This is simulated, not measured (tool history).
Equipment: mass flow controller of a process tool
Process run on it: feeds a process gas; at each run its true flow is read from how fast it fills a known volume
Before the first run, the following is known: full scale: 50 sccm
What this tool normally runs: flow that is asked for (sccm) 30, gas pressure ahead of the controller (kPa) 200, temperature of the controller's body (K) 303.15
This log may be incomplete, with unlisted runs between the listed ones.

run    hour  flow that is asked for (sccm)  gas pressure ahead of the controller (kPa)  temperature of the controller's body (K)  true flow (%)
  1     0.0                             30                                         200                                    303.15          99.98
  2   115.1                             30                                         200                                    303.15          99.92
  3   216.3                             30                                         200                                    303.15         100.01
  4   313.1                             30                                         200                                    300.15          99.66
  5   420.4                             30                                         273                                    303.15          99.76
  6   475.8                             30                                         273                                    303.15          99.65
  7   573.3                             30                                         273                                    303.15          99.80
  8   660.6                             30                                         273                                    301.15          99.55
  9   760.8                             12                                         200                                    303.15          99.34
 10   846.3                             12                                         200                                    303.15          99.42
 11   904.9                             30                                         151                                    303.15          99.97
 12   983.0                              7                                         200                                    303.15          99.24
 13  1072.5                              7                                         200                                    303.15          99.31
 14  1141.6                             30                                         231                                    303.15          99.73
 15  1199.1                             30                                         200                                    303.15          99.84
 16  1298.2                             43                                         200                                    303.15         100.30
 17  1380.8                             43                                         200                                    303.15         100.31
 18  1441.3                             15                                         181                                    303.15          99.57
 19  1520.9                             30                                         189                                    303.15          99.98
 20  1616.9                              9                                         189                                    307.15          99.72
 21  1707.9                              6                                         163                                    306.15          99.60
 22  1817.8                              6                                         163                                    306.15          99.49
 23  1871.7                              6                                         163                                    306.15          99.63
 24  1944.2                              6                                         163                                    306.15          99.50
 25  2044.9                              6                                         147                                    312.15         100.18
 26  2122.6                              6                                         147                                    312.15         100.28
 27  2207.0                             15                                         170                                    297.15          99.02
 28  2262.4                             15                                         170                                    297.15          98.94
 29  2316.7                             15                                         155                                    297.15          99.06

Below are 3 alternative next runs, each starting from the tool's condition after run 29. Predict each:
  A  2392.7                             22                                         258                                    303.15              ?
  B  2392.7                             30                                         238                                    303.15              ?
  C  2392.7                              7                                         200                                    303.15              ?

run  true flow (%)
  A          99.58
  B          99.79
  C          99.40
The same runs, with their run-to-run variation unchanged, on a tool lacking any hidden condition would have given:
run  true flow (%)
  A          99.58
  B          99.79
  C          99.41
